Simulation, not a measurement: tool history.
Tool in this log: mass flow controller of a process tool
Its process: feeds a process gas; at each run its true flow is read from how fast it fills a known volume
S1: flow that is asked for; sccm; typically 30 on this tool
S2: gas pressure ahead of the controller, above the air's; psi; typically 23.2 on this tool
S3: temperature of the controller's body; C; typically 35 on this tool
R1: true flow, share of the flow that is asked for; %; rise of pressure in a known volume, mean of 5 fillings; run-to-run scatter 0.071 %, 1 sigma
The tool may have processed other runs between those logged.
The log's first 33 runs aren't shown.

{"run": 34, "hour": 1796.6, "S1": 30, "S2": 21.8, "S3": 29, "R1": 99.66}
{"run": 35, "hour": 1836.4, "S1": 60, "S2": 40.0, "S3": 25, "R1": 99.54}
{"run": 36, "hour": 1888.8, "S1": 99, "S2": 23.2, "S3": 35, "R1": 101.15}
{"run": 37, "hour": 1967.6, "S1": 15, "S2": 23.2, "S3": 35, "R1": 100.29}
{"run": 38, "hour": 2003.2, "S1": 15, "S2": 23.2, "S3": 35, "R1": 100.28}
{"run": 39, "hour": 2081.1, "S1": 15, "S2": 23.2, "S3": 35, "R1": 100.37}
{"run": 40, "hour": 2138.0, "S1": 15, "S2": 31.8, "S3": 21, "R1": 99.11}
{"run": 41, "hour": 2210.9, "S1": 30, "S2": 31.2, "S3": 29, "R1": 100.11}
{"run": 42, "hour": 2270.5, "S1": 76, "S2": 26.8, "S3": 37, "R1": 101.61}
{"run": 43, "hour": 2303.8, "S1": 76, "S2": 26.8, "S3": 37, "R1": 101.64}
{"run": 44, "hour": 2365.3, "S1": 72, "S2": 33.2, "S3": 37, "R1": 101.61}

5 options for the next run, each taken on its own from the tool as it stands now. Forecast them:
{"run": "A", "hour": 2440.7, "S1": 26, "S2": 33.9, "S3": 22, "R1": "?"}
{"run": "B", "hour": 2440.7, "S1": 15, "S2": 23.2, "S3": 35, "R1": "?"}
{"run": "C", "hour": 2440.7, "S1": 72, "S2": 25.8, "S3": 24, "R1": "?"}
{"run": "D", "hour": 2440.7, "S1": 85, "S2": 40.6, "S3": 33, "R1": "?"}
{"run": "E", "hour": 2440.7, "S1": 72, "S2": 32.8, "S3": 24, "R1": "?"}

run=A R1=99.75
run=B R1=100.90
run=C R1=100.56
run=D R1=101.34
run=E R1=100.54
Without the tool's unlogged condition, the same runs would have read:
run=A R1=98.73
run=B R1=99.86
run=C R1=99.53
run=D R1=100.30
run=E R1=99.51
